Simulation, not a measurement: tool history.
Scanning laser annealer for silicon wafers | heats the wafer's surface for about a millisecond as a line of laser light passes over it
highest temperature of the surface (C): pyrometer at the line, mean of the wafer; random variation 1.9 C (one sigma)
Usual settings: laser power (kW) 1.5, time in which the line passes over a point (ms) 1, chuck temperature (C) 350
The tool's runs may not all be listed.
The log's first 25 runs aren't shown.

| run | day | laser power (kW) | time in which the line passes over a point (ms) | chuck temperature (C) | highest temperature of the surface (C) |
|---|---|---|---|---|---|
| 26 | 12.575 | 1.436 | 1.06 | 332 | 1052 |
| 27 | 13.046 | 1.436 | 1.06 | 332 | 1052 |
| 28 | 13.462 | 1.52 | 1.06 | 330 | 1096 |
| 29 | 13.812 | 1.53 | 1.23 | 387 | 1211 |
| 30 | 14.471 | 1.602 | 1.24 | 344 | 1215 |
| 31 | 14.925 | 1.587 | 1.24 | 333 | 1192 |
| 32 | 15.621 | 1.587 | 1.24 | 333 | 1194 |
|  | 16.067 | window over the wafer cleaned |
| 33 | 16.138 | 1.5 | 1 | 350 | 1095 |
| 34 | 16.454 | 1.5 | 0.74 | 356 | 1012 |
| 35 | 17.108 | 1.5 | 0.74 | 356 | 1006 |
| 36 | 17.612 | 1.366 | 0.98 | 374 | 1040 |
| 37 | 18.162 | 1.366 | 0.98 | 374 | 1036 |
| 38 | 18.85 | 1.5 | 1.02 | 368 | 1118 |
| 39 | 19.233 | 1.469 | 0.75 | 368 | 1007 |
| 40 | 19.667 | 1.387 | 0.73 | 360 | 952 |
| 41 | 19.996 | 1.387 | 0.73 | 360 | 955 |

4 ways to go on from here, each from the tool as it stands after run 41. What would each give?
| A | 20.329 | 1.387 | 0.73 | 387 | ? |
| B | 20.329 | 1.555 | 0.79 | 360 | ? |
| C | 20.329 | 1.387 | 0.88 | 353 | ? |
| D | 20.329 | 1.646 | 0.77 | 345 | ? |

| run | highest temperature of the surface (C) |
|---|---|
| A | 976 |
| B | 1058 |
| C | 998 |
| D | 1080 |
Without the tool's hidden state the same runs would have given:
| run | highest temperature of the surface (C) |
|---|---|
| A | 986 |
| B | 1069 |
| C | 1009 |
| D | 1092 |
